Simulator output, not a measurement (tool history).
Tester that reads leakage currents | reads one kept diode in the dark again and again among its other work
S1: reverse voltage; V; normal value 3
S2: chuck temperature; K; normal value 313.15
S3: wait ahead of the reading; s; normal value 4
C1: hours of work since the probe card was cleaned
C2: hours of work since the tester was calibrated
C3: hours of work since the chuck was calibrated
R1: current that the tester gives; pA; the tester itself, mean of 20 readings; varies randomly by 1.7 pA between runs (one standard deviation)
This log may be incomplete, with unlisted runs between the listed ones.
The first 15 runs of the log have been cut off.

{"run": 16, "hour": 398.3, "S1": 3, "S2": 295.15, "S3": 4, "C1": 1169, "C2": 566, "C3": 262, "R1": 111.44}
{"run": 17, "hour": 427.2, "S1": 3, "S2": 295.15, "S3": 4, "C1": 1184, "C2": 581, "C3": 277, "R1": 109.86}
{"run": 18, "hour": 454.3, "S1": 3, "S2": 295.15, "S3": 4, "C1": 1198, "C2": 595, "C3": 291, "R1": 111.36}
{"run": 19, "hour": 468.0, "S1": 3, "S2": 295.15, "S3": 4, "C1": 1205, "C2": 602, "C3": 298, "R1": 110.81}
{"run": 20, "hour": 493.6, "S1": 3, "S2": 314.15, "S3": 4, "C1": 1218, "C2": 615, "C3": 312, "R1": 583.51}
{"run": 21, "hour": 518.3, "S1": 9.92, "S2": 313.15, "S3": 4, "C1": 1231, "C2": 628, "C3": 325, "R1": 793.69}
{"run": 22, "hour": 538.9, "S1": 3, "S2": 315.15, "S3": 4, "C1": 1242, "C2": 639, "C3": 335, "R1": 628.4}
{"run": 23, "hour": 562.3, "S1": 3, "S2": 315.15, "S3": 4, "C1": 1254, "C2": 651, "C3": 347, "R1": 627.16}
{"run": 24, "hour": 588.6, "S1": 3, "S2": 309.15, "S3": 4, "C1": 1267, "C2": 664, "C3": 361, "R1": 376.91}
{"run": 25, "hour": 615.5, "S1": 16.02, "S2": 293.15, "S3": 8.94, "C1": 1281, "C2": 678, "C3": 375, "R1": 180.26}
{"run": 26, "hour": 637.5, "S1": 16.02, "S2": 293.15, "S3": 8.94, "C1": 1293, "C2": 690, "C3": 386, "R1": 180.89}
{"run": 27, "hour": 658.5, "S1": 16.02, "S2": 293.15, "S3": 8.94, "C1": 1304, "C2": 701, "C3": 397, "R1": 179.24}
{"run": 28, "hour": 675.5, "S1": 16.02, "S2": 293.15, "S3": 8.94, "C1": 1312, "C2": 710, "C3": 406, "R1": 179.17}
{"run": 29, "hour": 708.8, "S1": 3, "S2": 330.15, "S3": 0.65, "C1": 1330, "C2": 727, "C3": 423, "R1": 2047.25}
{"run": 30, "hour": 741.1, "S1": 3, "S2": 321.15, "S3": 0.84, "C1": 1347, "C2": 744, "C3": 440, "R1": 1005.64}
{"run": 31, "hour": 774.3, "S1": 7.98, "S2": 313.15, "S3": 4, "C1": 1364, "C2": 761, "C3": 457, "R1": 718.14}
{"run": 32, "hour": 789.9, "S1": 5.72, "S2": 298.15, "S3": 4, "C1": 1372, "C2": 769, "C3": 466, "R1": 177.59}
{"run": 33, "hour": 815.5, "S1": 6.91, "S2": 313.15, "S3": 0.33, "C1": 1385, "C2": 782, "C3": 479, "R1": 687.16}
{"run": 34, "hour": 831.8, "S1": 6.91, "S2": 313.15, "S3": 0.33, "C1": 1394, "C2": 791, "C3": 487, "R1": 690.63}
{"run": 35, "hour": 860.4, "S1": 6.91, "S2": 313.15, "S3": 0.33, "C1": 1408, "C2": 806, "C3": 502, "R1": 680.93}
{"run": 36, "hour": 877.5, "S1": 6.91, "S2": 313.15, "S3": 0.33, "C1": 1417, "C2": 814, "C3": 511, "R1": 679.88}
{"run": 37, "hour": 898.7, "S1": 16.71, "S2": 313.15, "S3": 5.56, "C1": 1428, "C2": 825, "C3": 522, "R1": 917.8}
{"run": 38, "hour": 923.9, "S1": 16.71, "S2": 313.15, "S3": 5.56, "C1": 1441, "C2": 838, "C3": 535, "R1": 919.27}
{"run": 39, "hour": 942.0, "S1": 4.12, "S2": 313.15, "S3": 3.78, "C1": 1451, "C2": 848, "C3": 544, "R1": 564.57}
{"run": 40, "hour": 974.9, "S1": 5.16, "S2": 313.15, "S3": 7.1, "C1": 1468, "C2": 865, "C3": 562, "R1": 606.41}

3 ways to go on from here, each from the tool as it stands after run 40. What would each give?
{"run": "A", "hour": 988.8, "S1": 1.28, "S2": 295.15, "S3": 2.89, "C1": 1475, "C2": 872, "C3": 569, "R1": "?"}
{"run": "B", "hour": 988.8, "S1": 1.35, "S2": 308.15, "S3": 9.44, "C1": 1475, "C2": 872, "C3": 569, "R1": "?"}
{"run": "C", "hour": 988.8, "S1": 2.69, "S2": 314.15, "S3": 0.73, "C1": 1475, "C2": 872, "C3": 569, "R1": "?"}

run=A R1=77.7
run=B R1=254.3
run=C R1=532.15
Stripped of hidden state, with their random variation kept, the same runs would have yielded:
run=A R1=84.46
run=B R1=281.24
run=C R1=586.06
